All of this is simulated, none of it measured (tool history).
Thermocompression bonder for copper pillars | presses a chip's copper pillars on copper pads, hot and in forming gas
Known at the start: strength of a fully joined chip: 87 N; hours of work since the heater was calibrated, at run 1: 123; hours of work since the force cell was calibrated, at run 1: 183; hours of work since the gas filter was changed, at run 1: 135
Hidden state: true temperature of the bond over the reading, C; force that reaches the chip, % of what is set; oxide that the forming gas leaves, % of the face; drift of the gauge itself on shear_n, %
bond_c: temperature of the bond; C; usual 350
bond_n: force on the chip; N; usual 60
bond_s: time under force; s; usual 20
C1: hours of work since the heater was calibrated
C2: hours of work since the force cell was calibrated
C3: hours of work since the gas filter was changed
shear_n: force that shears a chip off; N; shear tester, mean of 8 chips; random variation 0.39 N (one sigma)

{"run": 1, "hour": 0.0, "bond_c": 350, "bond_n": 60, "bond_s": 20, "C1": 123, "C2": 183, "C3": 135, "shear_n": 37}
{"run": 2, "hour": 13.1, "bond_c": 350, "bond_n": 60, "bond_s": 20, "C1": 131, "C2": 191, "C3": 143, "shear_n": 36.6}
{"run": 3, "hour": 27.2, "bond_c": 350, "bond_n": 60, "bond_s": 20, "C1": 139, "C2": 199, "C3": 151, "shear_n": 37}
{"run": 4, "hour": 36.8, "bond_c": 350, "bond_n": 60, "bond_s": 20, "C1": 145, "C2": 205, "C3": 157, "shear_n": 36.2}
{"run": 5, "hour": 43.5, "bond_c": 350, "bond_n": 60, "bond_s": 20, "C1": 149, "C2": 209, "C3": 161, "shear_n": 36.1}
{"run": 6, "hour": 51.2, "bond_c": 350, "bond_n": 60, "bond_s": 20, "C1": 154, "C2": 214, "C3": 166, "shear_n": 36.8}
{"run": 7, "hour": 57.7, "bond_c": 350, "bond_n": 60, "bond_s": 20, "C1": 158, "C2": 218, "C3": 170, "shear_n": 36.6}
{"run": 8, "hour": 68.3, "bond_c": 350, "bond_n": 60, "bond_s": 20, "C1": 164, "C2": 224, "C3": 176, "shear_n": 36.4}
{"run": 9, "hour": 81.3, "bond_c": 350, "bond_n": 60, "bond_s": 42, "C1": 172, "C2": 232, "C3": 184, "shear_n": 47.2}
{"run": 10, "hour": 91.0, "bond_c": 350, "bond_n": 45, "bond_s": 20, "C1": 178, "C2": 238, "C3": 190, "shear_n": 26.5}
{"run": 11, "hour": 99.9, "bond_c": 350, "bond_n": 60, "bond_s": 16, "C1": 183, "C2": 243, "C3": 195, "shear_n": 33.5}
{"run": 12, "hour": 110.9, "bond_c": 350, "bond_n": 60, "bond_s": 16, "C1": 190, "C2": 250, "C3": 202, "shear_n": 32.7}
{"run": 13, "hour": 121.8, "bond_c": 350, "bond_n": 60, "bond_s": 16, "C1": 196, "C2": 256, "C3": 208, "shear_n": 33}
{"run": 14, "hour": 130.2, "bond_c": 350, "bond_n": 60, "bond_s": 20, "C1": 201, "C2": 261, "C3": 213, "shear_n": 35.7}
{"run": 15, "hour": 136.9, "bond_c": 340, "bond_n": 43, "bond_s": 20, "C1": 205, "C2": 265, "C3": 217, "shear_n": 22.8}
{"run": 16, "hour": 148.0, "bond_c": 340, "bond_n": 43, "bond_s": 20, "C1": 212, "C2": 272, "C3": 224, "shear_n": 23}
{"run": 17, "hour": 157.7, "bond_c": 350, "bond_n": 43, "bond_s": 20, "C1": 218, "C2": 278, "C3": 230, "shear_n": 25.6}
{"hour": 160.0, "done": "force cell calibrated"}
{"run": 18, "hour": 172.1, "bond_c": 360, "bond_n": 64, "bond_s": 13, "C1": 225, "C2": 7, "C3": 237, "shear_n": 35.1}
{"run": 19, "hour": 186.9, "bond_c": 353, "bond_n": 56, "bond_s": 20, "C1": 234, "C2": 16, "C3": 246, "shear_n": 34.3}
{"run": 20, "hour": 193.3, "bond_c": 322, "bond_n": 59, "bond_s": 52, "C1": 238, "C2": 20, "C3": 250, "shear_n": 39.7}
{"run": 21, "hour": 204.2, "bond_c": 333, "bond_n": 50, "bond_s": 52, "C1": 245, "C2": 26, "C3": 257, "shear_n": 36.8}
{"run": 22, "hour": 214.6, "bond_c": 345, "bond_n": 38, "bond_s": 19, "C1": 251, "C2": 33, "C3": 263, "shear_n": 19.9}
{"run": 23, "hour": 225.7, "bond_c": 362, "bond_n": 51, "bond_s": 20, "C1": 258, "C2": 39, "C3": 270, "shear_n": 33.7}
{"hour": 240.3, "done": "force cell calibrated, once more"}
{"run": 24, "hour": 241.4, "bond_c": 334, "bond_n": 89, "bond_s": 20, "C1": 266, "C2": 1, "C3": 278, "shear_n": 46.6}
{"run": 25, "hour": 254.6, "bond_c": 350, "bond_n": 60, "bond_s": 21, "C1": 274, "C2": 9, "C3": 286, "shear_n": 36.2}

Forecast run 26:
{"run": 26, "hour": 264.6, "bond_c": 350, "bond_n": 60, "bond_s": 11, "C1": 280, "C2": 15, "C3": 292, "shear_n": "?"}

Run 26 gave shear_n 28.5 N.
Without the tool's hidden state the same run would have given shear_n 29.9 N.
